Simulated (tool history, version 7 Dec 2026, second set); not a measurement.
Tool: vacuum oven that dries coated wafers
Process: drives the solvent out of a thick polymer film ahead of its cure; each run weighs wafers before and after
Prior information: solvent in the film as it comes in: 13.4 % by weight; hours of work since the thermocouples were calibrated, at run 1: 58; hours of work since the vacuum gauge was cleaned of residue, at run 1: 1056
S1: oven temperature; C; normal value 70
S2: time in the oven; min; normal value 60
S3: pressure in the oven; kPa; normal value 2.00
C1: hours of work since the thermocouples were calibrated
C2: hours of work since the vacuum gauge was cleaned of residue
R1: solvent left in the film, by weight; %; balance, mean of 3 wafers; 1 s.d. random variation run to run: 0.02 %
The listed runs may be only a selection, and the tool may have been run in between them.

run   hour  S1  S2    S3   C1    C2    R1
  1    0.0  70  60  2.00   58  1056  3.04
  2   44.7  70  60  2.00   91  1089  3.04
  3   82.1  70  60  2.00  119  1117  3.05
  4  128.6  80  60  2.00  154  1152  1.22
  5  174.1  80  60  2.00  188  1186  1.23
  6  200.3  80  60  2.00  207  1205  1.23
  7  252.4  80  60  2.00  246  1244  1.24
  8  298.5  70  60  1.08  281  1278  2.44
  9  328.3  70  60  1.08  303  1301  2.43
 10  366.5  70  38  1.08  331  1329  3.91
 11  395.9  67  55  1.26  353  1351  3.61
 12  433.3  70  34  2.12  381  1379  4.90
 13  473.7  76  34  4.11  412  1409  4.01
 14  535.5  76  48  2.00  458  1455  2.08
 15  595.1  65  87  2.46  502  1500  3.72
 16  652.2  68  48  1.46  545  1542  3.89
 17  708.9  68  51  2.72  587  1585  4.48
 18  759.9  68  51  2.72  625  1623  4.44
 19  821.6  68  51  2.72  671  1669  4.45
 20  869.6  70  51  2.72  707  1705  3.83

Predict each of these 5 candidate next runs independently; none follows another, all start after run 20:
  A  898.1  55  44  6.34  728  1726   ?
  B  898.1  79  45  5.08  728  1726   ?
  C  898.1  70  51  1.32  728  1726   ?
  D  898.1  70  62  6.36  728  1726   ?
  E  898.1  84  48  1.16  728  1726   ?

run     R1
  A  11.48
  B   3.12
  C   2.98
  D   5.68
  E   0.66
Take away the tool's hidden state, keep each run's random variation, and the runs would have read:
run     R1
  A  11.69
  B   3.29
  C   3.21
  D   5.96
  E   0.66

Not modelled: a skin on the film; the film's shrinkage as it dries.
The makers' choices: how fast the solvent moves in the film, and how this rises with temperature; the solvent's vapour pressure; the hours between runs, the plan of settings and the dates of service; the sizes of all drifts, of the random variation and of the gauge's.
